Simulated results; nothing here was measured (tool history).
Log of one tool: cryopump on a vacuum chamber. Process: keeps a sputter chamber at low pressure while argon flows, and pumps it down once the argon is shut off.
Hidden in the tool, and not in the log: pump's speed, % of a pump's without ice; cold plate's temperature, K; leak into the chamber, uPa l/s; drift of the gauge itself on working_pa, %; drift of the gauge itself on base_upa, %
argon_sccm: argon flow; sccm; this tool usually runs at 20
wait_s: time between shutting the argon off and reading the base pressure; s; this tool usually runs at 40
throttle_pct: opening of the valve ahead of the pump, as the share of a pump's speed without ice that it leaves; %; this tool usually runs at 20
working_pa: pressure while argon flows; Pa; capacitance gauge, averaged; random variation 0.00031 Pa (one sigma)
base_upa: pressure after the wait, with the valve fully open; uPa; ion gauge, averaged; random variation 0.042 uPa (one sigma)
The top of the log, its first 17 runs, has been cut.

run,day,argon_sccm,wait_s,throttle_pct,hours of work since the pump was warmed up and emptied,hours of work since the cold head was overhauled,hours of work since the chamber's fittings were tightened,working_pa,base_upa
18,13.75,20,40,20,455,455,1098,0.1152,3.33
19,14.946,33,151,34,468,468,1112,0.1152,1.69
20,16.196,20,222,28,482,482,1126,0.0835,1.5
21,16.979,20,258,29,491,491,1134,0.0813,1.45
# day 17.758: pump warmed up, emptied and cooled again
22,18.167,20,258,29,5,502,1145,0.0774,1.32
23,19.058,20,136,24,15,512,1155,0.0937,1.57
24,20.25,11,69,53,28,526,1169,0.0236,2.25
25,21.375,20,113,18,41,538,1181,0.1252,1.81

Estimate the outcome of run 26 from the log above:
26,22.438,18,24,44,52,550,1193,?,?

Run 26 came out at working_pa 0.0464 Pa, base_upa 4.69 uPa.
On a tool with no hidden condition, and with the same random variation, this run would have come out at working_pa 0.046 Pa, base_upa 3.92 uPa.

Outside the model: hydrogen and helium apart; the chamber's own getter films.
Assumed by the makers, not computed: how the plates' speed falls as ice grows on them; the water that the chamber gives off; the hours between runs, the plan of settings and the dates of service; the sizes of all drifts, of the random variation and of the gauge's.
